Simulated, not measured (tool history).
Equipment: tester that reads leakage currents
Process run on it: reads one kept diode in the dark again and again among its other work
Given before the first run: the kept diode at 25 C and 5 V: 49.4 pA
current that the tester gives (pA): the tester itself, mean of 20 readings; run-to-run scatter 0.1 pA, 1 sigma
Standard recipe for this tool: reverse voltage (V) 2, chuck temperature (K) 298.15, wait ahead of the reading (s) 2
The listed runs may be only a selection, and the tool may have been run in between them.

run	day	reverse voltage (V)	chuck temperature (K)	wait ahead of the reading (s)	current that the tester gives (pA)
1	0	2	298.15	2	25.82
2	1.079	2	320.15	2	118.91
3	2.567	2	298.15	0.65	26.02
4	3.275	2	298.15	0.65	26.16
5	4.508	3.43	298.15	0.65	36.38
6	5.438	2	298.15	2	25.67
7	6.725	2	298.15	2	25.62
8	8.133	2	298.15	2	25.51
9	9.788	3.77	298.15	2	37.57
10	10.579	3.77	298.15	2	37.49
11	11.725	3.77	298.15	2	37.56
12	13.438	3.77	298.15	2	37.28
13	14.704	3.77	298.15	2	37.59
# day 15.575: chuck's temperature calibrated
14	16.433	3.77	298.15	2	44.8
15	18.142	2	298.15	2	30.36
16	19.383	2	298.15	2	30.22
17	20.117	2	298.15	2	30.2
18	21.879	2	298.15	2	29.91
# day 22.121: tester calibrated
19	23.562	2	298.15	5.19	29.68
20	24.6	2	298.15	5.19	29.76
21	25.458	8.53	312.15	2.34	187.02
22	26.767	13.33	312.15	2.34	243.92
23	28.242	8.09	298.15	0.64	71.53
24	29.15	2	296.15	2	25.74
25	30.533	2	296.15	2.51	25.58
26	31.271	2	296.15	2.51	25.62
# day 31.704: tester calibrated, once more
27	32.908	2.67	333.15	2	364.42
28	34.308	8.72	298.15	2	74.43
29	35.104	1.95	297.15	3	27.57
30	36.488	1.33	302.15	0.36	31.81
31	37.442	1.33	302.15	0.36	31.96
32	38.304	1.5	296.15	0.59	22.18
33	39.133	1.5	296.15	0.59	22.04
34	40.542	12.02	299.15	4.03	96.17
35	41.704	4.09	305.15	8.9	74.34
36	43.442	4.09	305.15	8.9	74.42
37	44.454	4.09	305.15	8.9	74.24
38	45.579	1.96	330.15	2	246.78
39	47.267	1.15	298.15	8.89	21.24

Branching from run 39: 3 alternative next runs. What would each branch give?
A	48.283	1.1	298.15	2	?
B	48.283	1.87	298.15	8.89	?
C	48.283	3.07	308.15	2	?

run	current that the tester gives (pA)
A	20.62
B	28.35
C	77
Without the tool's hidden state the same runs would have given:
run	current that the tester gives (pA)
A	20.67
B	28.06
C	77.96
